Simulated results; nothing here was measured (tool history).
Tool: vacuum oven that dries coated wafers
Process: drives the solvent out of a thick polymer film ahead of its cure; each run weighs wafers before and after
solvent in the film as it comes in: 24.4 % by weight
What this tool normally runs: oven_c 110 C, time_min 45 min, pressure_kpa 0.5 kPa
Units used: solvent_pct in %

run 1 hour=0 | oven_c=110 time_min=45 pressure_kpa=0.5 | solvent_pct=3.37
run 2 hour=51.2 | oven_c=110 time_min=45 pressure_kpa=0.5 | solvent_pct=3.44
run 3 hour=150.7 | oven_c=110 time_min=45 pressure_kpa=0.5 | solvent_pct=3.43
-- hour=189.3 vacuum gauge cleaned of residue and calibrated
run 4 hour=257.4 | oven_c=110 time_min=45 pressure_kpa=0.5 | solvent_pct=2.88
run 5 hour=319.2 | oven_c=110 time_min=45 pressure_kpa=1.573 | solvent_pct=3.57
run 6 hour=419.9 | oven_c=110 time_min=33 pressure_kpa=1.573 | solvent_pct=5.39
run 7 hour=468.3 | oven_c=110 time_min=33 pressure_kpa=1.573 | solvent_pct=5.37
run 8 hour=534.8 | oven_c=110 time_min=45 pressure_kpa=0.5 | solvent_pct=2.91
run 9 hour=610.2 | oven_c=110 time_min=45 pressure_kpa=0.5 | solvent_pct=2.95
run 10 hour=679.9 | oven_c=110 time_min=45 pressure_kpa=0.912 | solvent_pct=3.42
run 11 hour=767.1 | oven_c=110 time_min=45 pressure_kpa=0.5 | solvent_pct=3.06
run 12 hour=825.1 | oven_c=110 time_min=45 pressure_kpa=0.5 | solvent_pct=3.07
run 13 hour=918.4 | oven_c=110 time_min=45 pressure_kpa=0.5 | solvent_pct=3.24
run 14 hour=1005.3 | oven_c=110 time_min=45 pressure_kpa=0.632 | solvent_pct=3.33
run 15 hour=1107.2 | oven_c=103 time_min=77 pressure_kpa=0.522 | solvent_pct=2.07
run 16 hour=1163.9 | oven_c=123 time_min=77 pressure_kpa=0.506 | solvent_pct=0.47
-- hour=1173.5 oven's thermocouples calibrated
run 17 hour=1228.4 | oven_c=111 time_min=45 pressure_kpa=0.943 | solvent_pct=3.49
run 18 hour=1286.3 | oven_c=110 time_min=45 pressure_kpa=1.196 | solvent_pct=4.06
run 19 hour=1347.5 | oven_c=102 time_min=29 pressure_kpa=1.196 | solvent_pct=9.12
run 20 hour=1399.1 | oven_c=99 time_min=45 pressure_kpa=1.167 | solvent_pct=6.97
run 21 hour=1461.1 | oven_c=113 time_min=46 pressure_kpa=0.5 | solvent_pct=2.99
run 22 hour=1529.7 | oven_c=113 time_min=46 pressure_kpa=0.5 | solvent_pct=2.87
run 23 hour=1587.3 | oven_c=113 time_min=46 pressure_kpa=0.5 | solvent_pct=3.01
run 24 hour=1664.3 | oven_c=106 time_min=26 pressure_kpa=0.401 | solvent_pct=8.41
-- hour=1732.5 oven's thermocouples calibrated, once more
run 25 hour=1766.1 | oven_c=125 time_min=45 pressure_kpa=1.09 | solvent_pct=1.24
run 26 hour=1865.6 | oven_c=117 time_min=23 pressure_kpa=0.677 | solvent_pct=5.25
run 27 hour=1953.4 | oven_c=117 time_min=23 pressure_kpa=0.677 | solvent_pct=5.44
run 28 hour=1996.2 | oven_c=97 time_min=23 pressure_kpa=0.677 | solvent_pct=10.82

Branching from run 28: 3 alternative next runs. What would each branch give?
run A hour=2088.5 | oven_c=121 time_min=31 pressure_kpa=1.425 | solvent_pct=?
run B hour=2088.5 | oven_c=110 time_min=34 pressure_kpa=0.538 | solvent_pct=?
run C hour=2088.5 | oven_c=110 time_min=45 pressure_kpa=0.642 | solvent_pct=?

run=A solvent_pct=3.35
run=B solvent_pct=4.46
run=C solvent_pct=3.09
The same runs, with their run-to-run variation unchanged, on a tool lacking any hidden condition would have given:
run=A solvent_pct=3.02
run=B solvent_pct=4.05
run=C solvent_pct=2.66
